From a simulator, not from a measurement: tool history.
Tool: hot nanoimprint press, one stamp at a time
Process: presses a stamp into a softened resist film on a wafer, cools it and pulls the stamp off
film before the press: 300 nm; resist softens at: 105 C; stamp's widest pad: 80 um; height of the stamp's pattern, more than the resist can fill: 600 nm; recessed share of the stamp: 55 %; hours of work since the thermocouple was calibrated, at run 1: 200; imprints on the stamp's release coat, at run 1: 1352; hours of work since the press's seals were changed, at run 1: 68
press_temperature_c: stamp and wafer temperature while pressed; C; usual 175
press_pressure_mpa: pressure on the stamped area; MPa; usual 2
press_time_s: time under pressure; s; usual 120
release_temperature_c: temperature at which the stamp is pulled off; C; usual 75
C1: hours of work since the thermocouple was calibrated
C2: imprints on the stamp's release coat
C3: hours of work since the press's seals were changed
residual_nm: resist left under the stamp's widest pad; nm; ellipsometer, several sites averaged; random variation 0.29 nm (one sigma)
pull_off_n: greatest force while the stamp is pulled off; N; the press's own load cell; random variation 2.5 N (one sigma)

Run 1, hour 0: usual settings; C1 200; C2 1352; C3 68. Result: residual_nm 171.9 nm, pull_off_n 153 N.
Run 2, hour 10.5: usual settings but press_temperature_c 167 C; C1 205; C2 1390; C3 73. Result: residual_nm 218.9 nm, pull_off_n 161 N.
Run 3, hour 25.2: usual settings; C1 212; C2 1444; C3 80. Result: residual_nm 172 nm, pull_off_n 157 N.
Run 4, hour 34.5: usual settings but press_temperature_c 172 C; C1 216; C2 1478; C3 84. Result: residual_nm 188.7 nm, pull_off_n 158 N.
Run 5, hour 47.4: usual settings but press_temperature_c 172 C; C1 222; C2 1525; C3 90. Result: residual_nm 188.9 nm, pull_off_n 157 N.
Run 6, hour 58.3: usual settings; C1 227; C2 1565; C3 95. Result: residual_nm 171.9 nm, pull_off_n 161 N.
Run 7, hour 69.5: usual settings but press_time_s 80 s; C1 233; C2 1605; C3 101. Result: residual_nm 194.8 nm, pull_off_n 163 N.
Run 8, hour 84.4: usual settings but press_temperature_c 184 C, press_pressure_mpa 1.3 MPa, press_time_s 173 s; C1 240; C2 1660; C3 107. Result: residual_nm 129.8 nm, pull_off_n 160 N.
Run 9, hour 98.5: usual settings but press_temperature_c 170 C, release_temperature_c 83 C; C1 246; C2 1711; C3 114. Result: residual_nm 200.9 nm, pull_off_n 132 N.
At hour 116.9: stamp cleaned and given a new release coat.
Run 10, hour 119: usual settings but press_temperature_c 170 C, release_temperature_c 83 C; C1 253; C2 7; C3 121. Result: residual_nm 201.4 nm, pull_off_n 85 N.
Run 11, hour 134.6: usual settings but press_temperature_c 184 C, press_pressure_mpa 1.22 MPa; C1 260; C2 64; C3 128. Result: residual_nm 152.7 nm, pull_off_n 112 N.
Run 12, hour 146.5: usual settings but press_temperature_c 184 C, press_pressure_mpa 1.22 MPa, release_temperature_c 65 C; C1 266; C2 108; C3 133. Result: residual_nm 152.4 nm, pull_off_n 146 N.
Run 13, hour 154: usual settings but press_temperature_c 184 C, press_pressure_mpa 1.22 MPa, press_time_s 60 s, release_temperature_c 65 C; C1 269; C2 135; C3 137. Result: residual_nm 191.3 nm, pull_off_n 148 N.
Run 14, hour 162: usual settings but press_temperature_c 184 C, press_pressure_mpa 1.22 MPa, press_time_s 60 s, release_temperature_c 65 C; C1 273; C2 164; C3 141. Result: residual_nm 191.6 nm, pull_off_n 148 N.

4 ways to go on from here, each from the tool as it stands after run 14. What would each give?
Run A, hour 177.9: usual settings but press_temperature_c 184 C, press_pressure_mpa 1.56 MPa, press_time_s 60 s, release_temperature_c 62 C; C1 280; C2 222; C3 148. Result: residual_nm ?, pull_off_n ?.
Run B, hour 177.9: usual settings but press_temperature_c 169 C; C1 280; C2 222; C3 148. Result: residual_nm ?, pull_off_n ?.
Run C, hour 177.9: usual settings but press_temperature_c 184 C, press_pressure_mpa 1.45 MPa, press_time_s 60 s, release_temperature_c 65 C; C1 280; C2 222; C3 148. Result: residual_nm ?, pull_off_n ?.
Run D, hour 177.9: usual settings but press_time_s 217 s; C1 280; C2 222; C3 148. Result: residual_nm ?, pull_off_n ?.

run  residual_nm  pull_off_n
  A        176.3         156
  B        206.9         119
  C        181.1         149
  D          138         117
Without the tool's hidden state the same runs would have given:
run  residual_nm  pull_off_n
  A        180.4         149
  B        211.6         114
  C        185.1         142
  D        142.4         112

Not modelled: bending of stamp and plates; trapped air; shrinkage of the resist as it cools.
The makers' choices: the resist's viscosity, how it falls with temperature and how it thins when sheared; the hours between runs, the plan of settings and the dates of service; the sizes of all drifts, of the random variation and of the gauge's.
